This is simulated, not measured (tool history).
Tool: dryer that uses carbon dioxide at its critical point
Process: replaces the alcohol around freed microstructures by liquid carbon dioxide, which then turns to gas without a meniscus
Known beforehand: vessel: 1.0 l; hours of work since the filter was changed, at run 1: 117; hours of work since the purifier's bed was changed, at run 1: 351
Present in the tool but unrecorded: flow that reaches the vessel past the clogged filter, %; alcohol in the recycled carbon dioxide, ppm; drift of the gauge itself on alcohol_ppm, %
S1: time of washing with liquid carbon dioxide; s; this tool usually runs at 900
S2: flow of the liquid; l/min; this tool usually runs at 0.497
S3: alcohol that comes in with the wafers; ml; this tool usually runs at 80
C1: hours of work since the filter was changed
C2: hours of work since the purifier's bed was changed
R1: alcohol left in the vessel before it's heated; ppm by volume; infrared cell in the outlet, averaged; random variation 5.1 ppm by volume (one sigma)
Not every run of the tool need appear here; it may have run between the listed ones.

run 1 day=0.000 | S1=900 S2=0.497 S3=80 | C1=117 C2=351 | R1=211
run 2 day=1.300 | S1=1020 S2=0.497 S3=80 | C1=140 C2=374 | R1=158
run 3 day=3.842 | S1=720 S2=0.497 S3=80 | C1=186 C2=420 | R1=563
run 4 day=5.412 | S1=720 S2=0.497 S3=80 | C1=215 C2=449 | R1=600
run 5 day=7.517 | S1=900 S2=0.497 S3=80 | C1=253 C2=487 | R1=291
run 6 day=8.704 | S1=900 S2=0.497 S3=80 | C1=275 C2=509 | R1=309
run 7 day=11.288 | S1=900 S2=0.497 S3=80 | C1=322 C2=556 | R1=343
run 8 day=13.388 | S1=900 S2=0.497 S3=64 | C1=360 C2=594 | R1=333
-- day=14.700 purifier's bed changed
run 9 day=14.988 | S1=900 S2=0.497 S3=64 | C1=387 C2=5 | R1=174
-- day=16.783 inlet filter changed
run 10 day=17.012 | S1=900 S2=0.497 S3=40 | C1=4 C2=41 | R1=51
run 11 day=19.629 | S1=900 S2=0.497 S3=40 | C1=52 C2=89 | R1=80
run 12 day=21.558 | S1=900 S2=0.497 S3=40 | C1=87 C2=124 | R1=88
run 13 day=22.979 | S1=900 S2=0.742 S3=80 | C1=113 C2=150 | R1=50
run 14 day=24.625 | S1=900 S2=0.497 S3=80 | C1=142 C2=179 | R1=161
run 15 day=25.950 | S1=900 S2=0.497 S3=80 | C1=166 C2=204 | R1=167
run 16 day=28.188 | S1=900 S2=0.497 S3=80 | C1=207 C2=244 | R1=197
run 17 day=30.608 | S1=900 S2=0.497 S3=80 | C1=251 C2=288 | R1=228
run 18 day=33.054 | S1=900 S2=0.497 S3=80 | C1=296 C2=333 | R1=250
run 19 day=34.646 | S1=900 S2=0.497 S3=80 | C1=324 C2=361 | R1=271
run 20 day=36.208 | S1=900 S2=0.497 S3=80 | C1=353 C2=390 | R1=302
run 21 day=38.329 | S1=900 S2=0.306 S3=62 | C1=391 C2=428 | R1=1705
-- day=39.896 inlet filter changed
run 22 day=40.375 | S1=900 S2=0.580 S3=33 | C1=9 C2=465 | R1=143
run 23 day=42.262 | S1=1140 S2=0.580 S3=75 | C1=43 C2=499 | R1=157
run 24 day=43.879 | S1=1140 S2=0.580 S3=75 | C1=72 C2=528 | R1=160
run 25 day=45.438 | S1=1140 S2=0.580 S3=75 | C1=101 C2=557 | R1=169
run 26 day=46.708 | S1=840 S2=0.406 S3=80 | C1=124 C2=580 | R1=647
run 27 day=48.500 | S1=840 S2=0.406 S3=80 | C1=156 C2=612 | R1=694
-- day=48.838 purifier's bed changed
run 28 day=50.850 | S1=600 S2=0.733 S3=111 | C1=197 C2=37 | R1=187
run 29 day=53.279 | S1=840 S2=0.672 S3=88 | C1=241 C2=81 | R1=47
run 30 day=55.562 | S1=780 S2=0.622 S3=100 | C1=282 C2=122 | R1=143
run 31 day=57.529 | S1=780 S2=0.622 S3=100 | C1=318 C2=158 | R1=174
run 32 day=58.888 | S1=600 S2=0.337 S3=119 | C1=343 C2=182 | R1=7636
run 33 day=61.283 | S1=600 S2=0.614 S3=119 | C1=386 C2=226 | R1=897
-- day=63.121 inlet filter changed
run 34 day=63.446 | S1=660 S2=0.663 S3=109 | C1=6 C2=265 | R1=198
run 35 day=65.079 | S1=600 S2=0.497 S3=49 | C1=36 C2=294 | R1=551
run 36 day=66.858 | S1=780 S2=0.493 S3=80 | C1=68 C2=326 | R1=324
run 37 day=68.192 | S1=1140 S2=0.366 S3=45 | C1=92 C2=351 | R1=187
run 38 day=70.208 | S1=960 S2=0.425 S3=43 | C1=129 C2=387 | R1=214
run 39 day=72.433 | S1=900 S2=0.415 S3=80 | C1=169 C2=428 | R1=450

For each entry between runs, how does the tool's hidden state at the last listed run before it compare with that at the first listed run after it?
Between runs 8 and 9: purifier's bed changed (day 14.700)
  flow that reaches the vessel past the clogged filter, %: 85.4 -> 84.4; alcohol in the recycled carbon dioxide, ppm: 182.3 -> 6.9
  the result without the hidden state subtracted from the measured one, R1: +277 -> +111 ppm by volume
Between runs 9 and 10: inlet filter changed (day 16.783)
  flow that reaches the vessel past the clogged filter, %: 84.4 -> 99.6; alcohol in the recycled carbon dioxide, ppm: 6.9 -> 16.6
  the result without the hidden state subtracted from the measured one, R1: +111 -> +12 ppm by volume
Between runs 21 and 22: inlet filter changed (day 39.896)
  flow that reaches the vessel past the clogged filter, %: 84.4 -> 99.6; alcohol in the recycled carbon dioxide, ppm: 127.1 -> 138
  the result without the hidden state subtracted from the measured one, R1: +893 -> +132 ppm by volume
Between runs 27 and 28: purifier's bed changed (day 48.838)
  flow that reaches the vessel past the clogged filter, %: 93.8 -> 92.3; alcohol in the recycled carbon dioxide, ppm: 179.2 -> 16.1
  the result without the hidden state subtracted from the measured one, R1: +318 -> +84 ppm by volume
Between runs 33 and 34: inlet filter changed (day 63.121)
  flow that reaches the vessel past the clogged filter, %: 84.8 -> 99.7; alcohol in the recycled carbon dioxide, ppm: 70.2 -> 81.4
  the result without the hidden state subtracted from the measured one, R1: +552 -> +79 ppm by volume
